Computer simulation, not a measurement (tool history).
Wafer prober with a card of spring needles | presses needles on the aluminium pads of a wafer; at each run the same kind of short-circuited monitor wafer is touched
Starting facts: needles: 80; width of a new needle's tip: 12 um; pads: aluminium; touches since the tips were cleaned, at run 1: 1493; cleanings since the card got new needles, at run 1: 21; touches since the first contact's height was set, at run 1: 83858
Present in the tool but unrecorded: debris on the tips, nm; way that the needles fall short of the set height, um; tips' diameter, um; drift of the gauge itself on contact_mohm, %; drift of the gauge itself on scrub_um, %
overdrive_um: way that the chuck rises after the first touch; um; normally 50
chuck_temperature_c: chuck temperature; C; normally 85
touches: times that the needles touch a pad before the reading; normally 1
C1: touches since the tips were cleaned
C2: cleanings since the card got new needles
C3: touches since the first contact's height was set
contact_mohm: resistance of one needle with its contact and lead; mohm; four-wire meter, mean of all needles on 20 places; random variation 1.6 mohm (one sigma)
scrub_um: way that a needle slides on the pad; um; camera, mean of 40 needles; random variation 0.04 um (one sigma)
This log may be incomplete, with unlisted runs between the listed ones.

{"run": 1, "hour": 0.0, "overdrive_um": 50, "chuck_temperature_c": 85, "touches": 1, "C1": 1493, "C2": 21, "C3": 83858, "contact_mohm": 199, "scrub_um": 8.98}
{"hour": 5.5, "done": "tips cleaned on abrasive film"}
{"run": 2, "hour": 10.1, "overdrive_um": 50, "chuck_temperature_c": 117, "touches": 1, "C1": 1935, "C2": 22, "C3": 88053, "contact_mohm": 213, "scrub_um": 8.92}
{"hour": 14.2, "done": "tips cleaned on abrasive film"}
{"run": 3, "hour": 20.6, "overdrive_um": 50, "chuck_temperature_c": 85, "touches": 1, "C1": 2657, "C2": 23, "C3": 92362, "contact_mohm": 214, "scrub_um": 8.95}
{"hour": 23.9, "done": "tips cleaned on abrasive film"}
{"hour": 33.2, "done": "tips cleaned on abrasive film"}
{"run": 4, "hour": 37.2, "overdrive_um": 50, "chuck_temperature_c": 95, "touches": 1, "C1": 1673, "C2": 25, "C3": 99240, "contact_mohm": 207, "scrub_um": 8.93}
{"hour": 42.2, "done": "tips cleaned on abrasive film"}
{"run": 5, "hour": 45.4, "overdrive_um": 50, "chuck_temperature_c": 31, "touches": 1, "C1": 1339, "C2": 26, "C3": 102612, "contact_mohm": 193, "scrub_um": 8.91}
{"hour": 50.9, "done": "tips cleaned on abrasive film"}
{"run": 6, "hour": 52.8, "overdrive_um": 50, "chuck_temperature_c": 31, "touches": 1, "C1": 783, "C2": 27, "C3": 105667, "contact_mohm": 177, "scrub_um": 8.87}
{"hour": 59.6, "done": "tips cleaned on abrasive film"}
{"run": 7, "hour": 61.9, "overdrive_um": 50, "chuck_temperature_c": 31, "touches": 1, "C1": 981, "C2": 28, "C3": 109430, "contact_mohm": 183, "scrub_um": 8.83}
{"hour": 69.1, "done": "tips cleaned on abrasive film"}
{"run": 8, "hour": 76.1, "overdrive_um": 50, "chuck_temperature_c": 31, "touches": 1, "C1": 2931, "C2": 29, "C3": 115324, "contact_mohm": 210, "scrub_um": 8.87}
{"hour": 77.6, "done": "tips cleaned on abrasive film"}
{"run": 9, "hour": 84.8, "overdrive_um": 50, "chuck_temperature_c": 31, "touches": 1, "C1": 3014, "C2": 30, "C3": 118917, "contact_mohm": 207, "scrub_um": 8.89}
{"hour": 86.4, "done": "tips cleaned on abrasive film"}
{"run": 10, "hour": 94.0, "overdrive_um": 50, "chuck_temperature_c": 85, "touches": 1, "C1": 3173, "C2": 31, "C3": 122718, "contact_mohm": 219, "scrub_um": 8.87}
{"hour": 95.5, "done": "tips cleaned on abrasive film"}
{"hour": 104.2, "done": "tips cleaned on abrasive film"}
{"run": 11, "hour": 109.0, "overdrive_um": 50, "chuck_temperature_c": 85, "touches": 1, "C1": 2011, "C2": 33, "C3": 128879, "contact_mohm": 207, "scrub_um": 8.9}
{"hour": 113.2, "done": "tips cleaned on abrasive film"}
{"hour": 122.2, "done": "tips cleaned on abrasive film"}
{"run": 12, "hour": 123.4, "overdrive_um": 61, "chuck_temperature_c": 85, "touches": 1, "C1": 510, "C2": 35, "C3": 134841, "contact_mohm": 172, "scrub_um": 10.87}
{"hour": 131.4, "done": "tips cleaned on abrasive film"}
{"hour": 140.1, "done": "tips cleaned on abrasive film"}
{"run": 13, "hour": 140.3, "overdrive_um": 61, "chuck_temperature_c": 85, "touches": 1, "C1": 78, "C2": 37, "C3": 141803, "contact_mohm": 164, "scrub_um": 10.84}
{"hour": 149.3, "done": "tips cleaned on abrasive film"}
{"run": 14, "hour": 149.3, "overdrive_um": 61, "chuck_temperature_c": 85, "touches": 1, "C1": 0, "C2": 38, "C3": 145530, "contact_mohm": 160, "scrub_um": 10.86}
{"run": 15, "hour": 157.6, "overdrive_um": 50, "chuck_temperature_c": 85, "touches": 1, "C1": 3462, "C2": 38, "C3": 148992, "contact_mohm": 222, "scrub_um": 8.84}
{"hour": 159.1, "done": "tips cleaned on abrasive film"}
{"hour": 168.5, "done": "tips cleaned on abrasive film"}
{"run": 16, "hour": 170.6, "overdrive_um": 50, "chuck_temperature_c": 85, "touches": 2, "C1": 894, "C2": 40, "C3": 154353, "contact_mohm": 180, "scrub_um": 8.81}
{"hour": 177.6, "done": "tips cleaned on abrasive film"}
{"run": 17, "hour": 185.1, "overdrive_um": 50, "chuck_temperature_c": 31, "touches": 1, "C1": 3143, "C2": 41, "C3": 160352, "contact_mohm": 214, "scrub_um": 8.81}
{"hour": 186.2, "done": "tips cleaned on abrasive film"}
{"hour": 194.9, "done": "tips cleaned on abrasive film"}
{"run": 18, "hour": 197.0, "overdrive_um": 62, "chuck_temperature_c": 43, "touches": 3, "C1": 895, "C2": 43, "C3": 165235, "contact_mohm": 159, "scrub_um": 11.0}
{"hour": 203.4, "done": "tips cleaned on abrasive film"}
{"run": 19, "hour": 209.3, "overdrive_um": 62, "chuck_temperature_c": 43, "touches": 3, "C1": 2480, "C2": 44, "C3": 170352, "contact_mohm": 164, "scrub_um": 10.95}
{"hour": 212.5, "done": "tips cleaned on abrasive film"}
{"run": 20, "hour": 220.8, "overdrive_um": 50, "chuck_temperature_c": 66, "touches": 2, "C1": 3459, "C2": 45, "C3": 175085, "contact_mohm": 196, "scrub_um": 8.8}
{"hour": 221.8, "done": "tips cleaned on abrasive film"}
{"run": 21, "hour": 228.4, "overdrive_um": 50, "chuck_temperature_c": 35, "touches": 3, "C1": 2726, "C2": 46, "C3": 178207, "contact_mohm": 173, "scrub_um": 8.79}
{"hour": 230.8, "done": "tips cleaned on abrasive film"}
{"run": 22, "hour": 238.0, "overdrive_um": 43, "chuck_temperature_c": 98, "touches": 2, "C1": 2994, "C2": 47, "C3": 182183, "contact_mohm": 212, "scrub_um": 7.48}
{"hour": 239.4, "done": "tips cleaned on abrasive film"}
{"hour": 248.2, "done": "tips cleaned on abrasive film"}
{"run": 23, "hour": 251.4, "overdrive_um": 38, "chuck_temperature_c": 30, "touches": 2, "C1": 1341, "C2": 49, "C3": 187714, "contact_mohm": 190, "scrub_um": 6.57}
{"hour": 257.4, "done": "tips cleaned on abrasive film"}
{"hour": 266.2, "done": "tips cleaned on abrasive film"}
{"run": 24, "hour": 267.0, "overdrive_um": 38, "chuck_temperature_c": 30, "touches": 2, "C1": 343, "C2": 51, "C3": 194144, "contact_mohm": 174, "scrub_um": 6.55}

Run 25 is up next; what results do you expect?
{"hour": 275.3, "done": "tips cleaned on abrasive film"}
{"run": 25, "hour": 275.8, "overdrive_um": 59, "chuck_temperature_c": 74, "touches": 2, "C1": 224, "C2": 52, "C3": 197796, "contact_mohm": "?", "scrub_um": "?"}

Logged for run 25: contact_mohm 163 mohm, scrub_um 10.41 um.
Minus the tool's unlogged condition, the same run would have read contact_mohm 156 mohm, scrub_um 10.79 um.

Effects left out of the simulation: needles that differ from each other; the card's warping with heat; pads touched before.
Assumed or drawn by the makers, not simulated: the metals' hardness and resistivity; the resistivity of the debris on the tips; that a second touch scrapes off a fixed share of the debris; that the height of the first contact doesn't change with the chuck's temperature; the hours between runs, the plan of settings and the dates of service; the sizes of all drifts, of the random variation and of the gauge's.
